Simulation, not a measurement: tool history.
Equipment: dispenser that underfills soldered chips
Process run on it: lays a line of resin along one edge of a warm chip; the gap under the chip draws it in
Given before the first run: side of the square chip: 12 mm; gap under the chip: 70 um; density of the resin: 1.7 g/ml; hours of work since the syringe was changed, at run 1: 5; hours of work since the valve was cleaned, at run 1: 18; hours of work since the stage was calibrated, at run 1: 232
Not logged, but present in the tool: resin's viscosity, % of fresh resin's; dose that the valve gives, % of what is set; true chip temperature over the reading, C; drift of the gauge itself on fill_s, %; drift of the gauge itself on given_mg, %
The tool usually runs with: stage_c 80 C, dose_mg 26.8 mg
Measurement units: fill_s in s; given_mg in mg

run   hour  stage_c  dose_mg  hours of work since the syringe was changed  hours of work since the valve was cleaned  hours of work since the stage was calibrated  fill_s  given_mg
  1    0.0       80     26.8                                            5                                         18                                           232    63.4     26.35
       7.4  -- new syringe of resin
  2   16.2       80     26.8                                            7                                         30                                           245    69.5     26.31
      21.5  -- new syringe of resin
  3   30.4       80     23.1                                            7                                         41                                           256    74.6     22.26
      35.1  -- new syringe of resin
  4   42.5       80     23.1                                            6                                         50                                           265    68.5     22.14
      49.1  -- new syringe of resin
  5   50.9       85     26.8                                            1                                         57                                           271    44.5     25.69
      56.6  -- dispensing valve cleaned and set on the balance
  6   60.9       85     26.8                                            8                                          3                                           278    69.0     26.56
      63.9  -- new syringe of resin
  7   75.2       85     27.6                                            9                                         14                                           289    71.0     27.41
      78.6  -- new syringe of resin
  8   85.1       85     27.6                                            5                                         22                                           297    54.7     27.24
      92.9  -- new syringe of resin
  9  101.8       85     27.6                                            7                                         35                                           310    61.2     26.87
     106.2  -- new syringe of resin
 10  116.1       85     27.6                                            8                                         46                                           321    63.8     26.81
     119.6  -- new syringe of resin
 11  127.8       80     31.6                                            6                                         55                                           330    69.1     30.22
     133.3  -- new syringe of resin
     136.9  -- dispensing valve cleaned and set on the balance
 12  142.5       80     31.6                                            6                                          4                                           340    68.4     31.49
     147.7  -- new syringe of resin
 13  155.8       80     26.8                                            6                                         15                                           350    67.5     26.55
     161.3  -- new syringe of resin
 14  165.4       80     26.8                                            3                                         22                                           358    54.5     26.22
     174.7  -- new syringe of resin
 15  175.4       80     24.7                                            1                                         29                                           365    48.1     24.15
 16  185.7       80     26.8                                            9                                         38                                           373    78.5     25.94
     189.4  -- new syringe of resin
 17  195.4       80     26.8                                            5                                         45                                           381    60.3     25.65
     203.1  -- new syringe of resin
 18  205.9       77     34.2                                            2                                         53                                           389    55.5     32.74
     216.9  -- dispensing valve cleaned and set on the balance
 19  216.9       86     29.4                                           10                                          0                                           397    72.4     29.29
     217.9  -- new syringe of resin
 20  224.1       86     29.4                                            5                                          5                                           402    52.4     29.35
     232.4  -- new syringe of resin
 21  235.5       76     34.3                                            2                                         14                                           411    57.9     33.84
 22  244.2       76     34.3                                            9                                         21                                           418    89.3     33.60
     245.9  -- new syringe of resin
 23  255.8       74     28.5                                            8                                         30                                           426    88.7     27.93
     259.7  -- new syringe of resin
 24  269.4       89     25.1                                            8                                         40                                           437    59.3     24.38
     273.8  -- new syringe of resin
 25  283.7       83     26.1                                            8                                         51                                           448    67.3     25.05
     287.5  -- new syringe of resin
     297.1  -- dispensing valve cleaned and set on the balance
     302.2  -- new syringe of resin
 26  302.2       93     23.4                                            0                                          4                                           461    32.1     23.24
 27  310.2       90     23.2                                            6                                         10                                           467    52.0     22.90
     316.0  -- new syringe of resin
 28  322.9       84     32.2                                            5                                         20                                           477    55.4     31.55
     330.0  -- new syringe of resin
 29  337.6       86     32.0                                            6                                         31                                           488    53.6     31.12
     343.9  -- new syringe of resin
 30  350.8       70     24.0                                            5                                         41                                           499    86.1     23.00
     357.5  -- new syringe of resin
 31  359.0       84     26.5                                            1                                         47                                           505    41.9     25.45
     370.9  -- new syringe of resin
 32  371.3       80     24.7                                            0                                         57                                           514    45.1     23.48
     377.0  -- dispensing valve cleaned and set on the balance
     385.4  -- new syringe of resin
 33  389.5       80     27.1                                            3                                         10                                           527    54.2     26.94

Here are 4 independent what-if runs from the current tool condition. What would each one return?
  A  397.3       85     30.9                                            9                                         16                                           534       ?         ?
  B  397.3       70     33.7                                            9                                         16                                           534       ?         ?
  C  397.3       95     27.8                                            9                                         16                                           534       ?         ?
  D  397.3       80     30.8                                            9                                         16                                           534       ?         ?

run  fill_s  given_mg
  A    67.3     30.34
  B   108.3     33.25
  C    51.8     27.50
  D    80.2     30.40
With no hidden state in the tool, these same runs would have given:
run  fill_s  given_mg
  A    40.6     30.76
  B    66.4     33.71
  C    31.2     27.89
  D    48.7     30.83

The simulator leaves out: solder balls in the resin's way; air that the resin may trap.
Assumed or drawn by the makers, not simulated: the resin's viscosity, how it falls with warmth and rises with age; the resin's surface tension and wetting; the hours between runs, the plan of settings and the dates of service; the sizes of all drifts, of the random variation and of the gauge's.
